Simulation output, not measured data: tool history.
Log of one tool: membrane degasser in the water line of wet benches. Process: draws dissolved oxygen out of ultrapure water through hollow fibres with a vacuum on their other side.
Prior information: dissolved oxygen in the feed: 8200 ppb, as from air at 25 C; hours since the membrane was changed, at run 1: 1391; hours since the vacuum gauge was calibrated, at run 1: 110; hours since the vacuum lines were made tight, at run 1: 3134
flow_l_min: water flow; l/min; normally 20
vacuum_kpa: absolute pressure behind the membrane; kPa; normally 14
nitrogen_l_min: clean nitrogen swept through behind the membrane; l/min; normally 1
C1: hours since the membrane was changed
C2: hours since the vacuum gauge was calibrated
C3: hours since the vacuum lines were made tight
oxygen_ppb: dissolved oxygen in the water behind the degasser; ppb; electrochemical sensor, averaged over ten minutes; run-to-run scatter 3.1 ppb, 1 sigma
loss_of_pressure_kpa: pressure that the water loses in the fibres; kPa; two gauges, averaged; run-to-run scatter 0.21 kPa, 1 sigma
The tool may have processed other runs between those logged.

run 1 day=0 | flow_l_min=20 vacuum_kpa=14 nitrogen_l_min=1 | C1=1391 C2=110 C3=3134 | oxygen_ppb=499 loss_of_pressure_kpa=50.41
run 2 day=1.946 | flow_l_min=20 vacuum_kpa=14 nitrogen_l_min=1 | C1=1438 C2=157 C3=3180 | oxygen_ppb=503.8 loss_of_pressure_kpa=51.03
run 3 day=4.196 | flow_l_min=27 vacuum_kpa=14 nitrogen_l_min=1 | C1=1492 C2=211 C3=3234 | oxygen_ppb=707.2 loss_of_pressure_kpa=68.74
run 4 day=7.617 | flow_l_min=27 vacuum_kpa=14 nitrogen_l_min=1 | C1=1574 C2=293 C3=3316 | oxygen_ppb=706.9 loss_of_pressure_kpa=68.27
run 5 day=9.888 | flow_l_min=20 vacuum_kpa=14 nitrogen_l_min=1.05 | C1=1628 C2=347 C3=3371 | oxygen_ppb=484.7 loss_of_pressure_kpa=50.63
run 6 day=14.138 | flow_l_min=20 vacuum_kpa=14 nitrogen_l_min=1.05 | C1=1730 C2=449 C3=3473 | oxygen_ppb=493.5 loss_of_pressure_kpa=50.98
run 7 day=17.283 | flow_l_min=20 vacuum_kpa=14 nitrogen_l_min=1.05 | C1=1806 C2=525 C3=3548 | oxygen_ppb=490.4 loss_of_pressure_kpa=50.5
run 8 day=21.45 | flow_l_min=20 vacuum_kpa=14 nitrogen_l_min=1.05 | C1=1906 C2=625 C3=3648 | oxygen_ppb=487.3 loss_of_pressure_kpa=50.47
run 9 day=25.083 | flow_l_min=20 vacuum_kpa=14 nitrogen_l_min=1.65 | C1=1993 C2=712 C3=3736 | oxygen_ppb=347.2 loss_of_pressure_kpa=50.57
run 10 day=27.612 | flow_l_min=25 vacuum_kpa=14 nitrogen_l_min=1.65 | C1=2054 C2=773 C3=3796 | oxygen_ppb=461.3 loss_of_pressure_kpa=63.29
run 11 day=30.267 | flow_l_min=25 vacuum_kpa=14 nitrogen_l_min=1.65 | C1=2118 C2=836 C3=3860 | oxygen_ppb=461 loss_of_pressure_kpa=63.62
run 12 day=33.108 | flow_l_min=25 vacuum_kpa=14 nitrogen_l_min=2.37 | C1=2186 C2=905 C3=3928 | oxygen_ppb=362.5 loss_of_pressure_kpa=63.49
run 13 day=36.571 | flow_l_min=25 vacuum_kpa=14 nitrogen_l_min=2.37 | C1=2269 C2=988 C3=4011 | oxygen_ppb=362.1 loss_of_pressure_kpa=63.78
run 14 day=39.458 | flow_l_min=20 vacuum_kpa=22.2 nitrogen_l_min=1 | C1=2338 C2=1057 C3=4081 | oxygen_ppb=818.5 loss_of_pressure_kpa=50.97
run 15 day=43.267 | flow_l_min=20 vacuum_kpa=22.2 nitrogen_l_min=1 | C1=2430 C2=1148 C3=4172 | oxygen_ppb=816.9 loss_of_pressure_kpa=50.67
run 16 day=47.258 | flow_l_min=20 vacuum_kpa=22.2 nitrogen_l_min=1 | C1=2525 C2=1244 C3=4268 | oxygen_ppb=820.8 loss_of_pressure_kpa=50.76
run 17 day=49.188 | flow_l_min=20 vacuum_kpa=14 nitrogen_l_min=1 | C1=2572 C2=1290 C3=4314 | oxygen_ppb=513.8 loss_of_pressure_kpa=50.88
run 18 day=52.346 | flow_l_min=20 vacuum_kpa=9.8 nitrogen_l_min=2.68 | C1=2647 C2=1366 C3=4390 | oxygen_ppb=171.8 loss_of_pressure_kpa=50.38
run 19 day=56.55 | flow_l_min=20 vacuum_kpa=14 nitrogen_l_min=0.46 | C1=2748 C2=1467 C3=4491 | oxygen_ppb=905.1 loss_of_pressure_kpa=50.63
run 20 day=60.479 | flow_l_min=20 vacuum_kpa=8.9 nitrogen_l_min=1 | C1=2843 C2=1562 C3=4585 | oxygen_ppb=301.9 loss_of_pressure_kpa=51.09
run 21 day=64.733 | flow_l_min=13 vacuum_kpa=14 nitrogen_l_min=1 | C1=2945 C2=1664 C3=4687 | oxygen_ppb=329.6 loss_of_pressure_kpa=33.21
run 22 day=66.996 | flow_l_min=17 vacuum_kpa=14 nitrogen_l_min=1 | C1=2999 C2=1718 C3=4742 | oxygen_ppb=429.4 loss_of_pressure_kpa=43.43
run 23 day=69.304 | flow_l_min=17 vacuum_kpa=14 nitrogen_l_min=1 | C1=3054 C2=1773 C3=4797 | oxygen_ppb=431.5 loss_of_pressure_kpa=43.24
run 24 day=72.358 | flow_l_min=30 vacuum_kpa=14 nitrogen_l_min=1 | C1=3128 C2=1847 C3=4870 | oxygen_ppb=801.2 loss_of_pressure_kpa=76.39
run 25 day=74.712 | flow_l_min=30 vacuum_kpa=14 nitrogen_l_min=1 | C1=3184 C2=1903 C3=4927 | oxygen_ppb=801.8 loss_of_pressure_kpa=76.13
run 26 day=78.704 | flow_l_min=30 vacuum_kpa=14 nitrogen_l_min=1 | C1=3280 C2=1999 C3=5023 | oxygen_ppb=800.2 loss_of_pressure_kpa=76.72
run 27 day=82.104 | flow_l_min=30 vacuum_kpa=14 nitrogen_l_min=1 | C1=3362 C2=2080 C3=5104 | oxygen_ppb=795.2 loss_of_pressure_kpa=76.68
run 28 day=84.421 | flow_l_min=20 vacuum_kpa=14 nitrogen_l_min=2.83 | C1=3417 C2=2136 C3=5160 | oxygen_ppb=234.5 loss_of_pressure_kpa=50.99
run 29 day=88.358 | flow_l_min=20 vacuum_kpa=14 nitrogen_l_min=0.45 | C1=3512 C2=2231 C3=5254 | oxygen_ppb=914.7 loss_of_pressure_kpa=50.86
run 30 day=90.183 | flow_l_min=15 vacuum_kpa=14 nitrogen_l_min=0.89 | C1=3555 C2=2274 C3=5298 | oxygen_ppb=423.7 loss_of_pressure_kpa=38.53
run 31 day=92.546 | flow_l_min=15 vacuum_kpa=14 nitrogen_l_min=0.89 | C1=3612 C2=2331 C3=5355 | oxygen_ppb=419.2 loss_of_pressure_kpa=38.42
run 32 day=95.504 | flow_l_min=15 vacuum_kpa=14 nitrogen_l_min=0.89 | C1=3683 C2=2402 C3=5426 | oxygen_ppb=419.4 loss_of_pressure_kpa=38.4

Run 33 has not been measured yet. What should we expect?
run 33 day=99.238 | flow_l_min=25 vacuum_kpa=12.8 nitrogen_l_min=0.55 | C1=3773 C2=2492 C3=5515 | oxygen_ppb=? loss_of_pressure_kpa=?

oxygen_ppb: 897.2 ppb
loss_of_pressure_kpa: 63.91 kPa
With the hidden condition absent and the run-to-run variation left alone, this run would have shown oxygen_ppb 883.6 ppb, loss_of_pressure_kpa 63.08 kPa.
